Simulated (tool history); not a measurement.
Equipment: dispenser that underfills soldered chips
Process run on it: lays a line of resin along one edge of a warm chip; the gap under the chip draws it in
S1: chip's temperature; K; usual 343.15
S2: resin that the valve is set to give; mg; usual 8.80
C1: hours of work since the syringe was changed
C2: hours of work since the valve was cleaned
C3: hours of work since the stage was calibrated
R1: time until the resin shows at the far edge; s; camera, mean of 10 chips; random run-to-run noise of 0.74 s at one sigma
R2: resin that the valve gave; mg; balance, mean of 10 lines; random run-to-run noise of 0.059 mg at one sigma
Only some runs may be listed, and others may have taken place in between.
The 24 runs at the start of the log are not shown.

run 25 hour=167.1 | S1=331.15 S2=8.19 | C1=7 C2=15 C3=129 | R1=134.3 R2=8.09
-- hour=171.6 new syringe of resin
run 26 hour=173.7 | S1=358.15 S2=11.26 | C1=2 C2=20 C3=133 | R1=44.3 R2=11.10
run 27 hour=178.9 | S1=358.15 S2=8.84 | C1=5 C2=23 C3=137 | R1=50.0 R2=8.72
-- hour=186.6 new syringe of resin
run 28 hour=189.2 | S1=358.15 S2=8.84 | C1=2 C2=31 C3=144 | R1=44.5 R2=8.75
run 29 hour=195.1 | S1=350.15 S2=8.29 | C1=6 C2=35 C3=149 | R1=66.3 R2=8.17
-- hour=201.0 new syringe of resin
run 30 hour=201.8 | S1=329.15 S2=7.52 | C1=1 C2=40 C3=153 | R1=121.9 R2=7.37
run 31 hour=211.4 | S1=329.15 S2=7.52 | C1=8 C2=47 C3=160 | R1=150.9 R2=7.40
-- hour=215.8 new syringe of resin
run 32 hour=218.7 | S1=332.15 S2=8.40 | C1=2 C2=52 C3=165 | R1=109.4 R2=8.21
run 33 hour=223.6 | S1=332.15 S2=8.40 | C1=6 C2=55 C3=169 | R1=124.6 R2=8.21
run 34 hour=228.3 | S1=330.15 S2=10.82 | C1=9 C2=59 C3=172 | R1=144.6 R2=10.54
-- hour=230.6 new syringe of resin
run 35 hour=233.8 | S1=339.15 S2=11.33 | C1=2 C2=62 C3=176 | R1=83.1 R2=11.05
run 36 hour=243.5 | S1=337.15 S2=8.85 | C1=9 C2=69 C3=183 | R1=116.8 R2=8.67

Forecast each of these 3 alternatives for the next run:
-- hour=245.2 new syringe of resin
run A hour=251.4 | S1=337.15 S2=7.89 | C1=4 C2=75 C3=189 | R1=? R2=?
-- hour=245.2 new syringe of resin
run B hour=251.4 | S1=332.15 S2=11.21 | C1=4 C2=75 C3=189 | R1=? R2=?
-- hour=245.2 new syringe of resin
run C hour=251.4 | S1=352.15 S2=7.97 | C1=4 C2=75 C3=189 | R1=? R2=?

run=A R1=102.2 R2=7.67
run=B R1=113.8 R2=10.84
run=C R1=62.4 R2=7.72
Without the tool's hidden state the same runs would have given:
run=A R1=85.9 R2=7.90
run=B R1=96.1 R2=11.16
run=C R1=52.5 R2=7.95

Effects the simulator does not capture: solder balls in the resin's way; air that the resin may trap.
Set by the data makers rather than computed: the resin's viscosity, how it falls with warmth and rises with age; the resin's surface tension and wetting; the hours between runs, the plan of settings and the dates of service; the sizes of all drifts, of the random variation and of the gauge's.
